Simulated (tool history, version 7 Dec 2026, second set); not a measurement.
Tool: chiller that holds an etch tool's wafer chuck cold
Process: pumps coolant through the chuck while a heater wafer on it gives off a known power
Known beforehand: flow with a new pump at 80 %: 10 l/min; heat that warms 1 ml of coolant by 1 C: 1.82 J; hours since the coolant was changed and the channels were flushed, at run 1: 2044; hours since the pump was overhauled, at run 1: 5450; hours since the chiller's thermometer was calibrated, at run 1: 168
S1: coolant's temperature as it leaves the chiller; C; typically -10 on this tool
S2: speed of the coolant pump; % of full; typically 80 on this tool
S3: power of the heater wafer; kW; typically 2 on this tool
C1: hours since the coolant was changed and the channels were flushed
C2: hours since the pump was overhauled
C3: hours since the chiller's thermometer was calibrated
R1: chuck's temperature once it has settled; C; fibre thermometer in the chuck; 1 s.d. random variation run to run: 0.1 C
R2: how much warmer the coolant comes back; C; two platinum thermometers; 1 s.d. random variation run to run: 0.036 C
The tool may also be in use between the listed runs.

run    hour   S1  S2     S3    C1    C2    C3    R1     R2
  1       0  -10  80      2  2044  5450   168     9   7.35
  2   161.5  -10  80      2  2205  5611   329   9.2   7.48
  3   291.7  -10  80      2  2336  5741   459   9.1   7.34
  4   436.1  -10  80      2  2480  5886   604   9.4   7.38
  5   512.7  -10  80      2  2557  5962   680   9.4    7.4
  6   623.9  -10  80      2  2668  6073   792   9.5   7.39
  7   713.5  -10  80  2.067  2757  6163   881  10.2   7.68
  8   829.8  -10  80      2  2874  6279   997   9.5   7.42
  9  1001.2  -10  80      2  3045  6451  1169   9.5   7.46
 10    1079  -10  93      2  3123  6529  1247   7.9   6.35
 11    1225  -10  68      2  3269  6675  1393  11.6   8.87
 12  1357.3  -10  80      2  3401  6807  1525   9.5   7.52
 13  1511.8  -10  80      2  3556  6961  1679   9.8   7.59
 14  1683.5  -10  80      2  3727  7133  1851   9.8   7.61
 15  1813.9  -10  80      2  3858  7263  1981   9.9   7.57
 16  1930.6  -10  99   1.42  3975  7380  2098   2.4   4.33
 17    2106  -10  99   1.42  4150  7556  2274   2.6   4.33
 18    2211   -8  66  2.901  4255  7661  2379  24.9  13.57
 19  2304.3  -10  80  1.269  4348  7754  2472   2.8   4.87
     2317.6  -- chiller's thermometer calibrated
     2467.4  -- coolant changed, channels flushed
 20  2472.7  -19  95  1.269     5  7915   149  -8.4   4.11
 21  2627.7   -8  80      2   160  8070   304  10.7   7.68
 22  2778.9   -8  80      2   312  8221   455  10.7   7.75
 23  2876.2   -3  80  2.673   409  8319   553  22.4  10.38
 24  2970.6   -3  80  2.673   503  8413   647  22.3  10.38
     3048.9  -- chiller's thermometer calibrated, once more
 25  3064.6  -16  95  1.698   596  8506    16    -1   5.52
 26  3216.8  -18  80      2   748  8658   168   1.3    7.9
 27  3398.9  -14  79  2.172   930  8840   350   7.1   8.67
 28  3536.5  -10  80      2  1068  8978   488   9.5   7.96
 29  3640.5   -3  79  1.832  1172  9082   592  15.1   7.31

5 ways to go on from here, each from the tool as it stands after run 29. What would each give?
  A  3715.1   -8  79  1.832  1247  9157  666   ?   ?
  B  3715.1   -3  68  1.915  1247  9157  666   ?   ?
  C  3715.1   -8  80      2  1247  9157  666   ?   ?
  D  3715.1  -18  78  1.832  1247  9157  666   ?   ?
  E  3715.1  -19  99  2.516  1247  9157  666   ?   ?

run    R1    R2
  A   9.9  7.32
  B  17.8  8.99
  C  11.6  7.85
  D   0.2  7.43
  E   2.7  7.97
With the hidden condition removed and each run's random variation left untouched, the same runs would have given:
run    R1    R2
  A   7.9  6.13
  B  15.5  7.52
  C   9.5  6.56
  D  -1.8  6.22
  E   0.3  6.67
